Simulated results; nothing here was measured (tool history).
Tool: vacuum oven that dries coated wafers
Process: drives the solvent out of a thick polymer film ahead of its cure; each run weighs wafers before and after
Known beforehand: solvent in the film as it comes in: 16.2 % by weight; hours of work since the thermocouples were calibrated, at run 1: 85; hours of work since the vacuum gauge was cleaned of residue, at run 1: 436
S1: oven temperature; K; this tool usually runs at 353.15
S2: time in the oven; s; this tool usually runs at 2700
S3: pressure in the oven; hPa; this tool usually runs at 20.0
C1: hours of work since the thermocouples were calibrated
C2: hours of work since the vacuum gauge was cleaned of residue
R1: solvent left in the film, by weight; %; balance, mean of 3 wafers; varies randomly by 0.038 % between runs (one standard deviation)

run 1 hour=0.0 | S1=353.15 S2=2700 S3=20.0 | C1=85 C2=436 | R1=2.04
run 2 hour=15.6 | S1=353.15 S2=2700 S3=11.8 | C1=97 C2=448 | R1=1.72
run 3 hour=23.3 | S1=353.15 S2=2700 S3=20.0 | C1=103 C2=453 | R1=2.04
run 4 hour=31.1 | S1=353.15 S2=4800 S3=20.0 | C1=109 C2=459 | R1=1.06
run 5 hour=47.9 | S1=353.15 S2=4800 S3=20.0 | C1=122 C2=472 | R1=1.02
run 6 hour=65.4 | S1=353.15 S2=4800 S3=20.0 | C1=135 C2=486 | R1=1.00
run 7 hour=76.4 | S1=353.15 S2=4800 S3=20.0 | C1=144 C2=494 | R1=1.03
run 8 hour=85.8 | S1=353.15 S2=4800 S3=20.0 | C1=151 C2=501 | R1=1.00
run 9 hour=103.1 | S1=353.15 S2=4800 S3=20.0 | C1=164 C2=515 | R1=1.04
run 10 hour=111.1 | S1=353.15 S2=2700 S3=20.0 | C1=170 C2=521 | R1=1.98
run 11 hour=126.1 | S1=353.15 S2=2700 S3=33.0 | C1=182 C2=532 | R1=2.53
run 12 hour=135.9 | S1=353.15 S2=2700 S3=14.5 | C1=189 C2=540 | R1=1.82
run 13 hour=150.5 | S1=353.15 S2=2700 S3=20.0 | C1=200 C2=551 | R1=1.99
-- hour=153.6 oven's thermocouples calibrated
run 14 hour=162.9 | S1=353.15 S2=2700 S3=20.0 | C1=7 C2=559 | R1=1.94
run 15 hour=179.6 | S1=353.15 S2=2700 S3=20.0 | C1=20 C2=572 | R1=1.93
-- hour=192.4 oven's thermocouples calibrated, once more
run 16 hour=198.6 | S1=353.15 S2=2700 S3=20.0 | C1=5 C2=585 | R1=2.12
run 17 hour=207.1 | S1=353.15 S2=2700 S3=12.9 | C1=11 C2=591 | R1=1.78
run 18 hour=220.8 | S1=356.15 S2=2700 S3=20.0 | C1=22 C2=602 | R1=1.52
run 19 hour=237.7 | S1=353.15 S2=2700 S3=20.0 | C1=35 C2=615 | R1=1.99
run 20 hour=255.5 | S1=353.15 S2=2700 S3=20.0 | C1=48 C2=628 | R1=1.99
run 21 hour=266.4 | S1=353.15 S2=2700 S3=20.0 | C1=57 C2=637 | R1=2.05
run 22 hour=282.4 | S1=353.15 S2=2700 S3=20.0 | C1=69 C2=649 | R1=2.03
run 23 hour=300.5 | S1=353.15 S2=2700 S3=20.0 | C1=83 C2=663 | R1=2.05
run 24 hour=312.4 | S1=353.15 S2=2700 S3=45.0 | C1=92 C2=672 | R1=2.99
run 25 hour=329.0 | S1=360.15 S2=4380 S3=45.0 | C1=105 C2=685 | R1=1.51
run 26 hour=342.7 | S1=339.15 S2=4380 S3=15.3 | C1=115 C2=695 | R1=3.55
run 27 hour=360.7 | S1=362.15 S2=4740 S3=11.7 | C1=129 C2=709 | R1=0.43
run 28 hour=376.3 | S1=353.15 S2=2340 S3=20.0 | C1=141 C2=721 | R1=2.44
run 29 hour=393.4 | S1=353.15 S2=2340 S3=20.0 | C1=154 C2=734 | R1=2.45
run 30 hour=409.5 | S1=353.15 S2=2340 S3=20.0 | C1=166 C2=746 | R1=2.51
run 31 hour=427.3 | S1=353.15 S2=4380 S3=20.0 | C1=180 C2=760 | R1=1.15
run 32 hour=440.2 | S1=353.15 S2=4380 S3=20.0 | C1=190 C2=770 | R1=1.09
run 33 hour=456.3 | S1=353.15 S2=4380 S3=20.0 | C1=202 C2=782 | R1=1.13
run 34 hour=470.8 | S1=353.15 S2=3060 S3=21.8 | C1=213 C2=793 | R1=1.70
run 35 hour=481.6 | S1=341.15 S2=3240 S3=21.8 | C1=221 C2=801 | R1=4.56
run 36 hour=498.7 | S1=354.15 S2=1380 S3=26.5 | C1=235 C2=814 | R1=4.36
run 37 hour=507.8 | S1=353.15 S2=4080 S3=23.9 | C1=242 C2=821 | R1=1.34
run 38 hour=520.8 | S1=353.15 S2=4080 S3=23.9 | C1=252 C2=831 | R1=1.35
run 39 hour=531.8 | S1=342.15 S2=2700 S3=20.0 | C1=260 C2=840 | R1=4.81
run 40 hour=544.7 | S1=342.15 S2=2700 S3=20.0 | C1=270 C2=850 | R1=4.95
run 41 hour=559.6 | S1=361.15 S2=1560 S3=53.7 | C1=281 C2=861 | R1=2.82
run 42 hour=573.6 | S1=361.15 S2=1560 S3=53.7 | C1=292 C2=872 | R1=2.91
run 43 hour=585.3 | S1=361.15 S2=1560 S3=53.7 | C1=301 C2=881 | R1=2.89
run 44 hour=596.6 | S1=353.15 S2=2940 S3=20.0 | C1=310 C2=889 | R1=1.74
run 45 hour=608.0 | S1=364.15 S2=1500 S3=79.0 | C1=318 C2=898 | R1=3.00
run 46 hour=618.1 | S1=360.15 S2=1500 S3=15.7 | C1=326 C2=906 | R1=2.23
run 47 hour=632.3 | S1=350.15 S2=2820 S3=20.0 | C1=337 C2=917 | R1=2.52

Consider 3 possible next runs. They are alternatives, not a sequence: every one starts from the tool as it was left by run 47. What does each give?
run A hour=640.2 | S1=357.15 S2=1320 S3=20.0 | C1=343 C2=923 | R1=?
run B hour=640.2 | S1=360.15 S2=2700 S3=60.1 | C1=343 C2=923 | R1=?
run C hour=640.2 | S1=353.15 S2=4080 S3=20.0 | C1=343 C2=923 | R1=?

run=A R1=3.53
run=B R1=2.13
run=C R1=1.23
Stripped of hidden state, with their random variation kept, the same runs would have yielded:
run=A R1=3.69
run=B R1=2.16
run=C R1=1.21
